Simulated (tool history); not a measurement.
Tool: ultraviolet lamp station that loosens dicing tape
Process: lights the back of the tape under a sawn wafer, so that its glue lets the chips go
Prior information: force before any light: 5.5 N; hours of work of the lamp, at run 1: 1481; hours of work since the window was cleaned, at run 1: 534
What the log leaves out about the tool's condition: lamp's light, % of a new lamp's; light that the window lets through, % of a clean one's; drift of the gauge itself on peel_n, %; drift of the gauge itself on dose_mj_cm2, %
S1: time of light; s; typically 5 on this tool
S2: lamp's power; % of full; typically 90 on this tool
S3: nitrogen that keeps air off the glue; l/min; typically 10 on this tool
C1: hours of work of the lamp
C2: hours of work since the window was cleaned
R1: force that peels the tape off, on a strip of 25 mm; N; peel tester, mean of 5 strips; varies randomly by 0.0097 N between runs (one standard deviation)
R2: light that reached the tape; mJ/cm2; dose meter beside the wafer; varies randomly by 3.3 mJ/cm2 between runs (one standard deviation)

Run 1, hour 0: usual settings; C1 1481; C2 534. Result: R1 0.901 N, R2 346 mJ/cm2.
Run 2, hour 40.7: usual settings; C1 1508; C2 562. Result: R1 0.893 N, R2 349 mJ/cm2.
Run 3, hour 107.9: usual settings; C1 1553; C2 606. Result: R1 0.928 N, R2 348 mJ/cm2.
At hour 160.9: window cleaned of glue's vapour.
Run 4, hour 178.7: usual settings but S2 73 % of full; C1 1600; C2 12. Result: R1 1.184 N, R2 296 mJ/cm2.
Run 5, hour 216: usual settings; C1 1625; C2 37. Result: R1 0.835 N, R2 364 mJ/cm2.
Run 6, hour 282: usual settings but S2 71 % of full; C1 1669; C2 81. Result: R1 1.266 N, R2 278 mJ/cm2.
Run 7, hour 315.8: usual settings but S2 71 % of full; C1 1692; C2 104. Result: R1 1.309 N, R2 278 mJ/cm2.
At hour 366.9: lamp changed.
Run 8, hour 366.9: usual settings but S2 71 % of full; C1 0; C2 137. Result: R1 0.726 N, R2 400 mJ/cm2.
Run 9, hour 400.8: usual settings; C1 23; C2 160. Result: R1 0.446 N, R2 506 mJ/cm2.
Run 10, hour 434: usual settings; C1 45; C2 182. Result: R1 0.442 N, R2 508 mJ/cm2.
Run 11, hour 501.2: usual settings but S1 7 s, S2 69 % of full, S3 9 l/min; C1 90; C2 227. Result: R1 0.431 N, R2 539 mJ/cm2.
Run 12, hour 541.3: usual settings but S1 3 s, S2 64 % of full, S3 4 l/min; C1 117; C2 254. Result: R1 2.663 N, R2 209 mJ/cm2.
Run 13, hour 611.6: usual settings but S1 3 s, S2 64 % of full, S3 4 l/min; C1 164; C2 301. Result: R1 2.554 N, R2 210 mJ/cm2.
Run 14, hour 685.3: usual settings but S1 9 s, S2 63 % of full, S3 3 l/min; C1 213; C2 350. Result: R1 0.776 N, R2 614 mJ/cm2.
Run 15, hour 755.4: usual settings but S1 2 s, S2 68 % of full, S3 3 l/min; C1 260; C2 397. Result: R1 3.357 N, R2 144 mJ/cm2.
Run 16, hour 786.8: usual settings but S1 3 s, S2 70 % of full, S3 6 l/min; C1 281; C2 418. Result: R1 2.15 N, R2 220 mJ/cm2.
Run 17, hour 832.9: usual settings but S1 4 s, S2 84 % of full, S3 7 l/min; C1 312; C2 449. Result: R1 1.137 N, R2 350 mJ/cm2.

What if the next run were any one of these 3? Each begins from the tool's condition after run 17:
Run A, hour 875.2: usual settings but S1 8 s, S2 80 % of full, S3 8 l/min; C1 340; C2 477. Result: R1 ?, R2 ?.
Run B, hour 875.2: usual settings but S1 3 s, S2 86 % of full, S3 16 l/min; C1 340; C2 477. Result: R1 ?, R2 ?.
Run C, hour 875.2: usual settings but S1 4 s, S2 86 % of full, S3 7 l/min; C1 340; C2 477. Result: R1 ?, R2 ?.

run     R1   R2
  A  0.285  658
  B  1.158  265
  C  1.086  354
Without the tool's hidden state the same runs would have given:
run     R1   R2
  A  0.219  739
  B  0.963  297
  C  0.901  397
